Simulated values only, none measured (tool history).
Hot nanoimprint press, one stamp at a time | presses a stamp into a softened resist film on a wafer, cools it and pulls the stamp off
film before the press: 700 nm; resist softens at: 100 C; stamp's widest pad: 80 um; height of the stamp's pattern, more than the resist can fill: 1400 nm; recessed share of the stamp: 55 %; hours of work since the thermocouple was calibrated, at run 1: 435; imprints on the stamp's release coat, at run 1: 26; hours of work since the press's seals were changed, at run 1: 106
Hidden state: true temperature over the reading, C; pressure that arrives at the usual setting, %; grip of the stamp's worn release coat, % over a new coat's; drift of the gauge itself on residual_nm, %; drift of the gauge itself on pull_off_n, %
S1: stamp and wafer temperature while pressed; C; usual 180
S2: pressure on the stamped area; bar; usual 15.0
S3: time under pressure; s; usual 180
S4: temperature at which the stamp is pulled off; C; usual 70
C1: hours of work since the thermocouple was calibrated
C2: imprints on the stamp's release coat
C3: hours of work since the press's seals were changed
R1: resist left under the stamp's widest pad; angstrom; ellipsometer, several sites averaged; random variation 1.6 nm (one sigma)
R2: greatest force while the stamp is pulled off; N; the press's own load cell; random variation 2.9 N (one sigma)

run,hour,S1,S2,S3,S4,C1,C2,C3,R1,R2
1,0.0,180,15.0,180,70,435,26,106,3660,140
2,7.4,180,15.0,180,70,440,56,110,3647,137
3,16.6,180,15.0,180,70,445,93,116,3667,138
4,24.3,180,15.0,180,70,450,125,121,3681,140
5,33.8,180,15.0,180,70,456,163,127,3659,137
6,44.4,180,15.0,180,70,463,207,133,3670,142
7,53.4,180,15.0,180,70,468,243,139,3655,144
8,58.1,180,15.0,180,70,471,262,142,3664,146
9,68.4,180,13.4,180,70,477,304,148,3833,146
10,77.8,180,15.0,177,70,483,342,154,3718,147
11,88.4,186,15.0,177,70,490,385,160,2850,145
12,95.7,186,10.5,268,69,494,415,165,2844,146
13,102.9,186,10.5,268,69,499,445,169,2851,153
14,109.1,180,15.0,131,62,503,470,173,4055,157
15,117.9,180,13.7,337,70,508,506,179,3012,152
16,123.1,182,13.3,136,60,511,527,182,3894,163
17,127.7,182,13.3,136,60,514,546,185,3859,172
18,136.7,182,13.3,136,60,520,582,190,3901,166
19,147.0,173,20.1,136,57,526,624,196,4736,175

Run 20 comes next. What will it give?
20,153.0,189,19.3,206,65,530,649,200,?,?

Run 20 gave R1 2071 angstrom, R2 159 N.
Without the tool's hidden state the same run would have given R1 2152 angstrom, R2 142 N.
